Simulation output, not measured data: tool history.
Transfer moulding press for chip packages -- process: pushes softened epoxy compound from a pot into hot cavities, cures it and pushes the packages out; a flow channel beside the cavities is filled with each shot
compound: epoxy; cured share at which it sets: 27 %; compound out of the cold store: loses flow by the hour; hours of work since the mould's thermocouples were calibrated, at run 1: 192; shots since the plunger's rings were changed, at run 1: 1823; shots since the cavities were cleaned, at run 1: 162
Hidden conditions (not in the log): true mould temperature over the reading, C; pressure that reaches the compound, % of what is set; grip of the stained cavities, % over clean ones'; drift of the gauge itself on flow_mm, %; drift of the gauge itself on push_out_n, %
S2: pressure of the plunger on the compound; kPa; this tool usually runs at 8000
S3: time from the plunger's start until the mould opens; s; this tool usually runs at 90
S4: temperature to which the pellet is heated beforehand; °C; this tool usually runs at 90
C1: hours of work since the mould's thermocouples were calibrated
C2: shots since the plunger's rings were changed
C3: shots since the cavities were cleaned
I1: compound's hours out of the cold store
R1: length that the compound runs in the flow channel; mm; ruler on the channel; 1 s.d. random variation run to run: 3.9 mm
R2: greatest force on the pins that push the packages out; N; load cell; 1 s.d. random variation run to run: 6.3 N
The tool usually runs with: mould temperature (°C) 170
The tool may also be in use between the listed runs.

{"run": 1, "hour": 0.0, "mould temperature (°C)": 170, "S2": 8000, "S3": 90, "S4": 90, "C1": 192, "C2": 1823, "C3": 162, "I1": 36.1, "R1": 545, "R2": 278}
{"run": 2, "hour": 12.4, "mould temperature (°C)": 170, "S2": 8000, "S3": 90, "S4": 90, "C1": 202, "C2": 2010, "C3": 349, "I1": 37, "R1": 542, "R2": 290}
{"run": 3, "hour": 40.0, "mould temperature (°C)": 172, "S2": 8000, "S3": 90, "S4": 90, "C1": 223, "C2": 2425, "C3": 764, "I1": 31.1, "R1": 537, "R2": 328}
{"run": 4, "hour": 61.6, "mould temperature (°C)": 172, "S2": 8000, "S3": 90, "S4": 90, "C1": 240, "C2": 2750, "C3": 1089, "I1": 23.9, "R1": 556, "R2": 330}
{"hour": 65.3, "done": "cavities cleaned with cleaning compound and waxed"}
{"run": 5, "hour": 83.8, "mould temperature (°C)": 172, "S2": 8000, "S3": 90, "S4": 90, "C1": 256, "C2": 3063, "C3": 279, "I1": 27.3, "R1": 544, "R2": 283}
{"run": 6, "hour": 103.5, "mould temperature (°C)": 170, "S2": 8000, "S3": 90, "S4": 86, "C1": 271, "C2": 3360, "C3": 576, "I1": 27.3, "R1": 551, "R2": 322}
{"run": 7, "hour": 125.0, "mould temperature (°C)": 170, "S2": 8000, "S3": 90, "S4": 86, "C1": 287, "C2": 3684, "C3": 900, "I1": 34.2, "R1": 542, "R2": 352}
{"hour": 141.7, "done": "cavities cleaned with cleaning compound and waxed"}
{"run": 8, "hour": 144.0, "mould temperature (°C)": 170, "S2": 8000, "S3": 90, "S4": 86, "C1": 301, "C2": 3947, "C3": 34, "I1": 23.6, "R1": 559, "R2": 261}
{"run": 9, "hour": 155.6, "mould temperature (°C)": 166, "S2": 8000, "S3": 90, "S4": 90, "C1": 310, "C2": 4123, "C3": 210, "I1": 13.8, "R1": 589, "R2": 349}
{"run": 10, "hour": 180.8, "mould temperature (°C)": 166, "S2": 8000, "S3": 90, "S4": 90, "C1": 329, "C2": 4503, "C3": 590, "I1": 40.5, "R1": 534, "R2": 387}
{"run": 11, "hour": 205.4, "mould temperature (°C)": 170, "S2": 6180, "S3": 90, "S4": 90, "C1": 348, "C2": 4872, "C3": 959, "I1": 20.7, "R1": 483, "R2": 357}
{"hour": 217.4, "done": "cavities cleaned with cleaning compound and waxed"}
{"run": 12, "hour": 225.8, "mould temperature (°C)": 170, "S2": 6180, "S3": 90, "S4": 90, "C1": 363, "C2": 5158, "C3": 127, "I1": 12, "R1": 499, "R2": 279}
{"hour": 232.3, "done": "plunger's sealing rings changed"}
{"run": 13, "hour": 253.6, "mould temperature (°C)": 170, "S2": 8000, "S3": 90, "S4": 90, "C1": 382, "C2": 322, "C3": 508, "I1": 46.4, "R1": 538, "R2": 296}
{"run": 14, "hour": 279.5, "mould temperature (°C)": 170, "S2": 8000, "S3": 90, "S4": 83, "C1": 402, "C2": 712, "C3": 898, "I1": 28.6, "R1": 563, "R2": 350}
{"run": 15, "hour": 292.2, "mould temperature (°C)": 170, "S2": 6650, "S3": 90, "S4": 90, "C1": 412, "C2": 904, "C3": 1090, "I1": 35.4, "R1": 500, "R2": 357}
{"hour": 296.0, "done": "cavities cleaned with cleaning compound and waxed"}
{"run": 16, "hour": 312.8, "mould temperature (°C)": 170, "S2": 6650, "S3": 90, "S4": 90, "C1": 426, "C2": 1191, "C3": 253, "I1": 41.2, "R1": 487, "R2": 281}
{"run": 17, "hour": 334.4, "mould temperature (°C)": 170, "S2": 6650, "S3": 90, "S4": 90, "C1": 443, "C2": 1516, "C3": 578, "I1": 46.7, "R1": 485, "R2": 319}
{"run": 18, "hour": 356.0, "mould temperature (°C)": 170, "S2": 6650, "S3": 90, "S4": 90, "C1": 460, "C2": 1843, "C3": 905, "I1": 10.3, "R1": 538, "R2": 367}
{"hour": 371.6, "done": "cavities cleaned with cleaning compound and waxed"}
{"run": 19, "hour": 385.4, "mould temperature (°C)": 174, "S2": 8000, "S3": 90, "S4": 90, "C1": 481, "C2": 2262, "C3": 208, "I1": 16.7, "R1": 560, "R2": 277}
{"run": 20, "hour": 411.3, "mould temperature (°C)": 170, "S2": 6770, "S3": 90, "S4": 99, "C1": 501, "C2": 2653, "C3": 599, "I1": 8.9, "R1": 535, "R2": 328}
{"run": 21, "hour": 429.8, "mould temperature (°C)": 170, "S2": 8830, "S3": 126, "S4": 90, "C1": 515, "C2": 2932, "C3": 878, "I1": 31.5, "R1": 577, "R2": 314}
{"run": 22, "hour": 442.8, "mould temperature (°C)": 170, "S2": 9540, "S3": 94, "S4": 93, "C1": 525, "C2": 3127, "C3": 1073, "I1": 41.4, "R1": 575, "R2": 348}
{"hour": 446.7, "done": "cavities cleaned with cleaning compound and waxed"}
{"run": 23, "hour": 457.5, "mould temperature (°C)": 170, "S2": 9540, "S3": 94, "S4": 93, "C1": 536, "C2": 3326, "C3": 163, "I1": 19.2, "R1": 616, "R2": 257}
{"run": 24, "hour": 474.0, "mould temperature (°C)": 170, "S2": 9540, "S3": 94, "S4": 93, "C1": 548, "C2": 3575, "C3": 412, "I1": 29.3, "R1": 604, "R2": 308}
{"run": 25, "hour": 495.1, "mould temperature (°C)": 170, "S2": 7540, "S3": 107, "S4": 82, "C1": 565, "C2": 3893, "C3": 730, "I1": 25.6, "R1": 533, "R2": 318}

Estimate the outcome of run 26 from the log above:
{"run": 26, "hour": 507.9, "mould temperature (°C)": 173, "S2": 6780, "S3": 107, "S4": 100, "C1": 574, "C2": 4086, "C3": 923, "I1": 20.1, "R1": "?", "R2": "?"}

{"run 26": {"R1": 512, "R2": 313}}
Without the tool's hidden state the same run would have given R1 534 mm, R2 221 N.
